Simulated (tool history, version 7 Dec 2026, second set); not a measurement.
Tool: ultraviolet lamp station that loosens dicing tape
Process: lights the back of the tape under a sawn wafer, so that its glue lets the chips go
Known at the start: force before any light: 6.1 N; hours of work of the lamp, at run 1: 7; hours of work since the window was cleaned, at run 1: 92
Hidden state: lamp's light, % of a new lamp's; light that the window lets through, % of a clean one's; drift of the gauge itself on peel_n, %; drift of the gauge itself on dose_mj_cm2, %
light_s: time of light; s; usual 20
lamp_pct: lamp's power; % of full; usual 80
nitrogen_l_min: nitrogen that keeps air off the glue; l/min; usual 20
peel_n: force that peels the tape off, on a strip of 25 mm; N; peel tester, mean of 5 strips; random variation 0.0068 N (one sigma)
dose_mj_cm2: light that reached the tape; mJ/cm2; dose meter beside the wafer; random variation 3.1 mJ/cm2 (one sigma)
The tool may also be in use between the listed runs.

run	day	light_s	lamp_pct	nitrogen_l_min	hours of work of the lamp	hours of work since the window was cleaned	peel_n	dose_mj_cm2
1	0.000	20	80	20	7	92	0.241	444
2	0.767	20	80	20	19	104	0.250	439
3	1.342	20	80	20	29	113	0.270	440
4	1.692	20	62	20	34	119	0.463	334
5	2.500	20	62	20	47	131	0.478	334
6	3.079	20	62	20	56	140	0.481	332
7	3.812	20	62	20	68	152	0.486	329
8	4.588	20	62	20	80	164	0.489	325
9	5.275	20	62	20	91	175	0.488	319
10	6.067	20	80	26	103	187	0.240	415
# day 6.125: window cleaned of glue's vapour
11	6.483	20	80	26	109	6	0.240	413
12	6.817	20	80	26	115	11	0.262	405
13	7.429	12	81	13	124	21	1.132	249
# day 8.025: window cleaned of glue's vapour, once more
14	8.150	15	93	16	135	2	0.464	361

Forecast each of these 4 alternatives for the next run:
A	8.642	15	63	36	143	10	?	?
B	8.642	20	89	20	143	10	?	?
C	8.642	32	89	20	143	10	?	?
D	8.642	15	99	32	143	10	?	?

run	peel_n	dose_mj_cm2
A	0.643	248
B	0.225	465
C	0.102	741
D	0.250	390
Without the tool's hidden state the same runs would have given:
run	peel_n	dose_mj_cm2
A	0.515	274
B	0.181	516
C	0.095	822
D	0.199	432
